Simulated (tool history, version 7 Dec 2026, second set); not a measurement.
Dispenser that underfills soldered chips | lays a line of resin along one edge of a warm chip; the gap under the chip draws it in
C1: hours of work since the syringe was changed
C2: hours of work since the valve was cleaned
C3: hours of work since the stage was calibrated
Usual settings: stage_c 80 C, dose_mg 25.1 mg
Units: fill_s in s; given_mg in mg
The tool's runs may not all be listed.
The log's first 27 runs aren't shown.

run 28 day=4.254 | stage_c=76 dose_mg=27.3 | C1=3 C2=18 C3=103 | fill_s=48.1 given_mg=27.21
run 29 day=4.450 | stage_c=80 dose_mg=24.8 | C1=6 C2=21 C3=106 | fill_s=50.5 given_mg=24.59
-- day=4.579 new syringe of resin
run 30 day=4.679 | stage_c=78 dose_mg=24.8 | C1=2 C2=24 C3=109 | fill_s=39.5 given_mg=24.55
run 31 day=4.833 | stage_c=68 dose_mg=27.8 | C1=4 C2=26 C3=112 | fill_s=74.0 given_mg=27.41
run 32 day=5.017 | stage_c=66 dose_mg=24.6 | C1=7 C2=29 C3=114 | fill_s=101.6 given_mg=24.28
-- day=5.129 new syringe of resin
run 33 day=5.179 | stage_c=67 dose_mg=24.1 | C1=1 C2=32 C3=117 | fill_s=59.8 given_mg=23.86
run 34 day=5.321 | stage_c=82 dose_mg=24.1 | C1=3 C2=34 C3=119 | fill_s=34.8 given_mg=23.80
run 35 day=5.429 | stage_c=90 dose_mg=26.4 | C1=5 C2=35 C3=121 | fill_s=28.8 given_mg=26.19
run 36 day=5.571 | stage_c=74 dose_mg=23.4 | C1=7 C2=38 C3=123 | fill_s=69.6 given_mg=22.93

4 ways to go on from here, each from the tool as it stands after run 36. What would each give?
-- day=5.671 new syringe of resin
run A day=5.754 | stage_c=83 dose_mg=25.1 | C1=1 C2=40 C3=126 | fill_s=? given_mg=?
-- day=5.671 new syringe of resin
run B day=5.754 | stage_c=87 dose_mg=30.6 | C1=1 C2=40 C3=126 | fill_s=? given_mg=?
-- day=5.671 new syringe of resin
run C day=5.754 | stage_c=70 dose_mg=23.4 | C1=1 C2=40 C3=126 | fill_s=? given_mg=?
-- day=5.671 new syringe of resin
run D day=5.754 | stage_c=90 dose_mg=22.2 | C1=1 C2=40 C3=126 | fill_s=? given_mg=?

run=A fill_s=29.6 given_mg=24.73
run=B fill_s=24.6 given_mg=30.09
run=C fill_s=55.8 given_mg=23.06
run=D fill_s=22.4 given_mg=21.87
Without the tool's hidden state the same runs would have given:
run=A fill_s=27.5 given_mg=25.15
run=B fill_s=22.9 given_mg=30.60
run=C fill_s=52.0 given_mg=23.45
run=D fill_s=20.8 given_mg=22.25
